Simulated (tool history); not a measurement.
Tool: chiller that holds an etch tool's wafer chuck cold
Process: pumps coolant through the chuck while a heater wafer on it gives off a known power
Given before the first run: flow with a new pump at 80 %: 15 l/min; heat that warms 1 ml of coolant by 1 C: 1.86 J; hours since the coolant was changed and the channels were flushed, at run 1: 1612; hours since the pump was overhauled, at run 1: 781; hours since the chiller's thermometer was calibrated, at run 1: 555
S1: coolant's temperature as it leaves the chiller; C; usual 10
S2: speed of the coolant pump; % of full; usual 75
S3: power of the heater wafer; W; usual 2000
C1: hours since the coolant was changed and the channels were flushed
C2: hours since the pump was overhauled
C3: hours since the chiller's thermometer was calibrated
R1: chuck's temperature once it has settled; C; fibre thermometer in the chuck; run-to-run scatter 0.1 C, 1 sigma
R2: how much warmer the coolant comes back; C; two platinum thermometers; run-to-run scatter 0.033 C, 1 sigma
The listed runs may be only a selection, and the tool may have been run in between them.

{"run": 1, "hour": 0.0, "S1": 10, "S2": 75, "S3": 2000, "C1": 1612, "C2": 781, "C3": 555, "R1": 23.2, "R2": 4.67}
{"run": 2, "hour": 19.8, "S1": 10, "S2": 75, "S3": 1605, "C1": 1631, "C2": 801, "C3": 574, "R1": 20.7, "R2": 3.79}
{"run": 3, "hour": 34.4, "S1": 10, "S2": 75, "S3": 1605, "C1": 1646, "C2": 815, "C3": 589, "R1": 20.8, "R2": 3.75}
{"run": 4, "hour": 65.4, "S1": 12, "S2": 75, "S3": 2000, "C1": 1677, "C2": 846, "C3": 620, "R1": 25.3, "R2": 4.76}
{"run": 5, "hour": 90.4, "S1": 12, "S2": 75, "S3": 2000, "C1": 1702, "C2": 871, "C3": 645, "R1": 25.2, "R2": 4.74}
{"run": 6, "hour": 104.7, "S1": 10, "S2": 75, "S3": 2000, "C1": 1716, "C2": 885, "C3": 659, "R1": 23.3, "R2": 4.75}
{"run": 7, "hour": 125.8, "S1": 9, "S2": 75, "S3": 2000, "C1": 1737, "C2": 907, "C3": 680, "R1": 22.4, "R2": 4.76}
{"run": 8, "hour": 145.1, "S1": 9, "S2": 75, "S3": 2000, "C1": 1757, "C2": 926, "C3": 700, "R1": 22.3, "R2": 4.75}
{"run": 9, "hour": 170.8, "S1": 11, "S2": 84, "S3": 2000, "C1": 1782, "C2": 952, "C3": 725, "R1": 23.3, "R2": 4.22}
{"run": 10, "hour": 194.4, "S1": 11, "S2": 84, "S3": 1460, "C1": 1806, "C2": 975, "C3": 749, "R1": 20, "R2": 3.04}
{"run": 11, "hour": 217.2, "S1": 12, "S2": 80, "S3": 1540, "C1": 1829, "C2": 998, "C3": 772, "R1": 21.8, "R2": 3.46}
{"run": 12, "hour": 237.0, "S1": 12, "S2": 76, "S3": 1300, "C1": 1849, "C2": 1018, "C3": 792, "R1": 20.7, "R2": 3.08}

Consider 3 possible next runs. They are alternatives, not a sequence: every one starts from the tool as it was left by run 12. What does each give?
{"run": "A", "hour": 265.2, "S1": 9, "S2": 90, "S3": 2911, "C1": 1877, "C2": 1046, "C3": 820, "R1": "?", "R2": "?"}
{"run": "B", "hour": 265.2, "S1": 15, "S2": 96, "S3": 1300, "C1": 1877, "C2": 1046, "C3": 820, "R1": "?", "R2": "?"}
{"run": "C", "hour": 265.2, "S1": 4, "S2": 75, "S3": 1012, "C1": 1877, "C2": 1046, "C3": 820, "R1": "?", "R2": "?"}

run=A R1=26.1 R2=5.67
run=B R1=22.1 R2=2.34
run=C R1=10.8 R2=2.41
With no hidden state in the tool, these same runs would have given:
run=A R1=25.3 R2=5.48
run=B R1=22 R2=2.26
run=C R1=10.7 R2=2.33

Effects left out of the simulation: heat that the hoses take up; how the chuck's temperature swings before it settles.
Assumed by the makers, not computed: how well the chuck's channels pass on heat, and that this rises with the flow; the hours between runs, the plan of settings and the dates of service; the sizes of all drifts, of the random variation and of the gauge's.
